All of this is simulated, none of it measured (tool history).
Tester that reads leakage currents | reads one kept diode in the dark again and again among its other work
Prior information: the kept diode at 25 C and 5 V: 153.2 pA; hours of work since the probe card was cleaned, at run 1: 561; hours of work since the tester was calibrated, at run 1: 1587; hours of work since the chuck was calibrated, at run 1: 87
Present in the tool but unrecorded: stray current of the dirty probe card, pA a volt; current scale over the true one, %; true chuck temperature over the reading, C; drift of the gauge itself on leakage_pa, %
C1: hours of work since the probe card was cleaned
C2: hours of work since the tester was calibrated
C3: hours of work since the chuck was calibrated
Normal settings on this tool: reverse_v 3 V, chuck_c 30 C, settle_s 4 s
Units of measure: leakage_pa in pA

{"run": 1, "hour": 0.0, "reverse_v": 3, "chuck_c": 30, "settle_s": 4, "C1": 561, "C2": 1587, "C3": 87, "leakage_pa": 187.49}
{"run": 2, "hour": 67.9, "reverse_v": 3, "chuck_c": 30, "settle_s": 4, "C1": 605, "C2": 1631, "C3": 132, "leakage_pa": 188.19}
{"run": 3, "hour": 171.5, "reverse_v": 3, "chuck_c": 44, "settle_s": 4, "C1": 672, "C2": 1698, "C3": 199, "leakage_pa": 594.57}
{"run": 4, "hour": 223.4, "reverse_v": 3, "chuck_c": 30, "settle_s": 4, "C1": 706, "C2": 1732, "C3": 232, "leakage_pa": 186.19}
{"run": 5, "hour": 310.3, "reverse_v": 3, "chuck_c": 30, "settle_s": 4, "C1": 762, "C2": 1788, "C3": 289, "leakage_pa": 185.25}
{"run": 6, "hour": 394.0, "reverse_v": 3, "chuck_c": 30, "settle_s": 4, "C1": 817, "C2": 1842, "C3": 343, "leakage_pa": 185.55}
{"run": 7, "hour": 482.7, "reverse_v": 3, "chuck_c": 30, "settle_s": 4, "C1": 874, "C2": 1900, "C3": 401, "leakage_pa": 185.7}
{"run": 8, "hour": 573.3, "reverse_v": 3, "chuck_c": 30, "settle_s": 4, "C1": 933, "C2": 1959, "C3": 459, "leakage_pa": 183.57}
{"run": 9, "hour": 660.7, "reverse_v": 1.01, "chuck_c": 26, "settle_s": 3.07, "C1": 990, "C2": 2015, "C3": 516, "leakage_pa": 74.97}
{"run": 10, "hour": 758.8, "reverse_v": 3, "chuck_c": 42, "settle_s": 7.1, "C1": 1053, "C2": 2079, "C3": 580, "leakage_pa": 494.6}
{"hour": 770.5, "done": "probe card cleaned and baked"}
{"run": 11, "hour": 819.8, "reverse_v": 1.99, "chuck_c": 45, "settle_s": 0.41, "C1": 32, "C2": 2117, "C3": 618, "leakage_pa": 513.49}
{"run": 12, "hour": 867.3, "reverse_v": 8.71, "chuck_c": 28, "settle_s": 1.8, "C1": 63, "C2": 2148, "C3": 648, "leakage_pa": 265.54}
{"run": 13, "hour": 921.1, "reverse_v": 7.27, "chuck_c": 41, "settle_s": 6.35, "C1": 98, "C2": 2182, "C3": 683, "leakage_pa": 710.18}
{"run": 14, "hour": 1017.8, "reverse_v": 6.46, "chuck_c": 25, "settle_s": 2.13, "C1": 160, "C2": 2245, "C3": 746, "leakage_pa": 174.63}
{"hour": 1090.2, "done": "probe card cleaned and baked, once more"}
{"run": 15, "hour": 1090.2, "reverse_v": 6.46, "chuck_c": 25, "settle_s": 2.13, "C1": 0, "C2": 2290, "C3": 791, "leakage_pa": 168.58}
{"run": 16, "hour": 1163.4, "reverse_v": 2.68, "chuck_c": 23, "settle_s": 4, "C1": 48, "C2": 2338, "C3": 839, "leakage_pa": 90.63}

Forecast each of these 5 alternatives for the next run:
{"run": "A", "hour": 1268.8, "reverse_v": 2.17, "chuck_c": 30, "settle_s": 4, "C1": 116, "C2": 2406, "C3": 907, "leakage_pa": "?"}
{"run": "B", "hour": 1268.8, "reverse_v": 3.51, "chuck_c": 60, "settle_s": 1.15, "C1": 116, "C2": 2406, "C3": 907, "leakage_pa": "?"}
{"run": "C", "hour": 1268.8, "reverse_v": 2.33, "chuck_c": 30, "settle_s": 4, "C1": 116, "C2": 2406, "C3": 907, "leakage_pa": "?"}
{"run": "D", "hour": 1268.8, "reverse_v": 2.63, "chuck_c": 48, "settle_s": 7.56, "C1": 116, "C2": 2406, "C3": 907, "leakage_pa": "?"}
{"run": "E", "hour": 1268.8, "reverse_v": 12.19, "chuck_c": 53, "settle_s": 6.86, "C1": 116, "C2": 2406, "C3": 907, "leakage_pa": "?"}

run=A leakage_pa=151.12
run=B leakage_pa=2066.13
run=C leakage_pa=157.3
run=D leakage_pa=727.09
run=E leakage_pa=2293.83
What these runs would have given with no unlogged condition in the tool:
run=A leakage_pa=156.98
run=B leakage_pa=2132.33
run=C leakage_pa=163.39
run=D leakage_pa=752.34
run=E leakage_pa=2370.37
